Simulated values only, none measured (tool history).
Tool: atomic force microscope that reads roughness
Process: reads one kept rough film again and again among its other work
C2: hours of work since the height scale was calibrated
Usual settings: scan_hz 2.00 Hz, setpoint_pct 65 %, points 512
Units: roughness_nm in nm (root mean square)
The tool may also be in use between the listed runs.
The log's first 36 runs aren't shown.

{"run": 37, "day": 46.404, "scan_hz": 2.0, "setpoint_pct": 62, "points": 560, "pictures with this tip": 262, "C2": 1330, "roughness_nm": 4.157}
{"day": 47.367, "done": "new tip fitted"}
{"run": 38, "day": 47.367, "scan_hz": 0.81, "setpoint_pct": 89, "points": 772, "pictures with this tip": 0, "C2": 1347, "roughness_nm": 3.999}
{"run": 39, "day": 49.171, "scan_hz": 0.81, "setpoint_pct": 89, "points": 772, "pictures with this tip": 97, "C2": 1380, "roughness_nm": 4.052}
{"run": 40, "day": 51.15, "scan_hz": 1.48, "setpoint_pct": 68, "points": 827, "pictures with this tip": 203, "C2": 1416, "roughness_nm": 4.187}
{"run": 41, "day": 52.3, "scan_hz": 1.43, "setpoint_pct": 65, "points": 512, "pictures with this tip": 264, "C2": 1437, "roughness_nm": 4.221}
{"day": 53.258, "done": "new tip fitted"}
{"run": 42, "day": 54.35, "scan_hz": 0.65, "setpoint_pct": 70, "points": 585, "pictures with this tip": 59, "C2": 1473, "roughness_nm": 4.319}
{"run": 43, "day": 55.833, "scan_hz": 1.09, "setpoint_pct": 90, "points": 928, "pictures with this tip": 138, "C2": 1500, "roughness_nm": 3.846}
{"run": 44, "day": 57.2, "scan_hz": 0.52, "setpoint_pct": 85, "points": 914, "pictures with this tip": 212, "C2": 1525, "roughness_nm": 4.224}
{"run": 45, "day": 58.225, "scan_hz": 0.52, "setpoint_pct": 85, "points": 914, "pictures with this tip": 266, "C2": 1544, "roughness_nm": 4.177}
{"day": 59.133, "done": "new tip fitted"}
{"run": 46, "day": 59.133, "scan_hz": 0.52, "setpoint_pct": 62, "points": 914, "pictures with this tip": 0, "C2": 1560, "roughness_nm": 4.461}
{"run": 47, "day": 60.017, "scan_hz": 0.72, "setpoint_pct": 70, "points": 473, "pictures with this tip": 47, "C2": 1576, "roughness_nm": 4.305}
{"run": 48, "day": 60.917, "scan_hz": 1.13, "setpoint_pct": 65, "points": 512, "pictures with this tip": 95, "C2": 1592, "roughness_nm": 4.313}
{"run": 49, "day": 61.929, "scan_hz": 0.9, "setpoint_pct": 55, "points": 464, "pictures with this tip": 149, "C2": 1611, "roughness_nm": 4.41}
{"run": 50, "day": 63.458, "scan_hz": 0.9, "setpoint_pct": 55, "points": 464, "pictures with this tip": 231, "C2": 1639, "roughness_nm": 4.406}
{"run": 51, "day": 64.662, "scan_hz": 2.0, "setpoint_pct": 65, "points": 326, "pictures with this tip": 296, "C2": 1661, "roughness_nm": 4.096}
{"day": 65.054, "done": "new tip fitted"}
{"run": 52, "day": 66.662, "scan_hz": 1.4, "setpoint_pct": 76, "points": 326, "pictures with this tip": 87, "C2": 1697, "roughness_nm": 4.024}
{"run": 53, "day": 68.225, "scan_hz": 2.0, "setpoint_pct": 59, "points": 692, "pictures with this tip": 170, "C2": 1725, "roughness_nm": 4.261}

Forecast each of these 3 alternatives for the next run:
{"run": "A", "day": 69.804, "scan_hz": 2.0, "setpoint_pct": 65, "points": 433, "pictures with this tip": 255, "C2": 1754, "roughness_nm": "?"}
{"run": "B", "day": 69.804, "scan_hz": 1.79, "setpoint_pct": 65, "points": 692, "pictures with this tip": 255, "C2": 1754, "roughness_nm": "?"}
{"run": "C", "day": 69.804, "scan_hz": 3.31, "setpoint_pct": 65, "points": 512, "pictures with this tip": 255, "C2": 1754, "roughness_nm": "?"}

run=A roughness_nm=4.084
run=B roughness_nm=4.216
run=C roughness_nm=3.908
Without the tool's hidden state the same runs would have given:
run=A roughness_nm=4.101
run=B roughness_nm=4.234
run=C roughness_nm=3.925

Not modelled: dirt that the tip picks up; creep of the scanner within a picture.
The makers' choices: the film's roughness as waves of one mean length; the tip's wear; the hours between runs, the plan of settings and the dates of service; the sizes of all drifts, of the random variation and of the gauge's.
